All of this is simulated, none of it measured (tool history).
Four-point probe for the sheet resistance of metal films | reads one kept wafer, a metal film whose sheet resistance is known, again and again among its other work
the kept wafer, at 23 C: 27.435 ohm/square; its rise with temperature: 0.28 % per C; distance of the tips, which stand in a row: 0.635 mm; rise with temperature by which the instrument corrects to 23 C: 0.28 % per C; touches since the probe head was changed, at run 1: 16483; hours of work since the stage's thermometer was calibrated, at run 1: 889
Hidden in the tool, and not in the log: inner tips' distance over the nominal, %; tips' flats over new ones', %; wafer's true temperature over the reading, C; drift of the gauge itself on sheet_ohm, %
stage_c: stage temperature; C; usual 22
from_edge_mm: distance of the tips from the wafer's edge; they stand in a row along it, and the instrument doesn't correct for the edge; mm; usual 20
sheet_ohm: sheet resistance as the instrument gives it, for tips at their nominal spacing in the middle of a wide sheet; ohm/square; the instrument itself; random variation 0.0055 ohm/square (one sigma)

run	hour	stage_c	from_edge_mm	touches since the probe head was changed	hours of work since the stage's thermometer was calibrated	sheet_ohm
1	0	22	20	16483	889	27.200306
2	12.4	25	20	16918	895	27.21243
3	30.9	25	20	17567	905	27.216885
4	46.8	20	20	18127	913	27.189019
5	62	20	20	18661	920	27.202443
6	77.3	20	20	19198	928	27.200307
7	86.9	20	20	19535	933	27.200986
8	96.9	22	17	19885	938	27.217613
9	108.9	22	17	20307	944	27.209692
10	121.8	22	17	20758	951	27.204272
11	140.3	22	4	21407	960	27.550492
12	156.2	22	20	21966	968	27.19859
13	165.6	22	20	22297	973	27.206423
14	174.9	22	20	22624	978	27.195116
15	184.1	22	20	22948	982	27.191793
16	192	22	19	23224	986	27.202985
17	205.1	19	19	23685	993	27.195369
18	219.8	22	20	24200	1000	27.199228
19	230.6	22	20	24578	1006	27.197074
20	246.6	20	20	25141	1014	27.185868
21	257.8	20	20	25534	1019	27.183942
22	274.4	30	20	26118	1028	27.208878
23	292.3	30	20	26747	1037	27.210092
24	306.7	30	20	27251	1044	27.210306
25	321.8	30	4	27780	1052	27.551934
26	329.8	22	65	28062	1056	27.176462
27	338.9	23	9	28382	1060	27.241651
28	349.9	23	9	28768	1066	27.243569
29	364.2	23	9	29271	1073	27.240478
30	375.8	23	9	29679	1079	27.247195
31	390.3	28	10	30185	1086	27.239389
32	405.1	24	13	30706	1094	27.212623
33	423.2	26	11	31340	1103	27.218922
34	434.9	26	11	31751	1109	27.230605
35	453.8	24	11	32417	1118	27.222792
36	468.6	29	28	32936	1126	27.190566
37	480.1	29	28	33338	1132	27.180715
38	497.1	28	8	33935	1140	27.262933
39	512.6	20	61	34481	1148	27.162388
40	527.1	31	66	34990	1156	27.181041
41	536.3	27	21	35313	1160	27.191413
42	544.8	22	9	35610	1164	27.235918
43	561.4	23	20	36193	1173	27.182796
44	574	20	20	36636	1179	27.162284
45	591.8	24	7	37262	1188	27.278332

Forecast each of these 4 alternatives for the next run:
A	606.8	23	16	37789	1196	?
B	606.8	22	11	37789	1196	?
C	606.8	22	19	37789	1196	?
D	606.8	22	19	37789	1196	?

run	sheet_ohm
A	27.184407
B	27.203886
C	27.165582
D	27.185579
Without the tool's hidden state the same runs would have given:
run	sheet_ohm
A	27.459489
B	27.47912
C	27.440454
D	27.460653
